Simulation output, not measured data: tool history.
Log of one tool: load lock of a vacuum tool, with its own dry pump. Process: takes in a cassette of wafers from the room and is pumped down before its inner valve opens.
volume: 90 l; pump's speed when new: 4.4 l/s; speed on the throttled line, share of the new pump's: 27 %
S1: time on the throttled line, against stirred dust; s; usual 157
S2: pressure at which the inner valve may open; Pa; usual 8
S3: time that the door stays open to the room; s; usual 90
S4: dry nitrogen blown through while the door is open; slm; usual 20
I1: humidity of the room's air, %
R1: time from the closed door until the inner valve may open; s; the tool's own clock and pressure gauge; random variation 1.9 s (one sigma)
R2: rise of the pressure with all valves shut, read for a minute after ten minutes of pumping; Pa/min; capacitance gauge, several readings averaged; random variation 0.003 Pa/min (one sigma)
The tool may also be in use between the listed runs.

run 1 hour=0 | S1=157 S2=8 S3=90 S4=20 | I1=47.1 | R1=308.5 R2=0.035
run 2 hour=217.1 | S1=157 S2=8 S3=90 S4=20 | I1=43.5 | R1=310.8 R2=0.034
run 3 hour=389.7 | S1=157 S2=8 S3=90 S4=20 | I1=42.1 | R1=308.8 R2=0.034
run 4 hour=560.3 | S1=157 S2=8 S3=90 S4=20 | I1=44.3 | R1=310.7 R2=0.036
run 5 hour=755.3 | S1=157 S2=8 S3=90 S4=20 | I1=46.3 | R1=309.6 R2=0.039
run 6 hour=973 | S1=157 S2=8 S3=90 S4=20 | I1=47 | R1=316.3 R2=0.042
run 7 hour=1173.7 | S1=157 S2=7 S3=90 S4=11 | I1=43.9 | R1=312.2 R2=0.045
run 8 hour=1406.2 | S1=230 S2=15 S3=90 S4=20 | I1=44.4 | R1=353.2 R2=0.039
run 9 hour=1575.5 | S1=230 S2=16 S3=90 S4=20 | I1=45.2 | R1=349.8 R2=0.028
run 10 hour=1818.6 | S1=231 S2=10 S3=123 S4=5 | I1=44.7 | R1=359.4 R2=0.063
run 11 hour=2011.1 | S1=231 S2=8 S3=72 S4=19 | I1=43.2 | R1=364.2 R2=0.026
run 12 hour=2145.5 | S1=157 S2=11 S3=43 S4=22 | I1=47 | R1=303.9 R2=0.016

Forecast each of these 5 alternatives for the next run:
run A hour=2334.8 | S1=157 S2=10 S3=183 S4=7 | I1=42.3 | R1=? R2=?
run B hour=2334.8 | S1=157 S2=14 S3=43 S4=5 | I1=46.3 | R1=? R2=?
run C hour=2334.8 | S1=202 S2=11 S3=139 S4=12 | I1=43.4 | R1=? R2=?
run D hour=2334.8 | S1=118 S2=6 S3=90 S4=4 | I1=47.8 | R1=? R2=?
run E hour=2334.8 | S1=157 S2=10 S3=90 S4=11 | I1=45.2 | R1=? R2=?

run=A R1=306.5 R2=0.077
run=B R1=302.7 R2=0.034
run=C R1=334.3 R2=0.057
run=D R1=289.9 R2=0.062
run=E R1=306.9 R2=0.046
Without the tool's hidden state the same runs would have given:
run=A R1=306.4 R2=0.077
run=B R1=302.6 R2=0.034
run=C R1=334.2 R2=0.057
run=D R1=289.8 R2=0.062
run=E R1=306.8 R2=0.045

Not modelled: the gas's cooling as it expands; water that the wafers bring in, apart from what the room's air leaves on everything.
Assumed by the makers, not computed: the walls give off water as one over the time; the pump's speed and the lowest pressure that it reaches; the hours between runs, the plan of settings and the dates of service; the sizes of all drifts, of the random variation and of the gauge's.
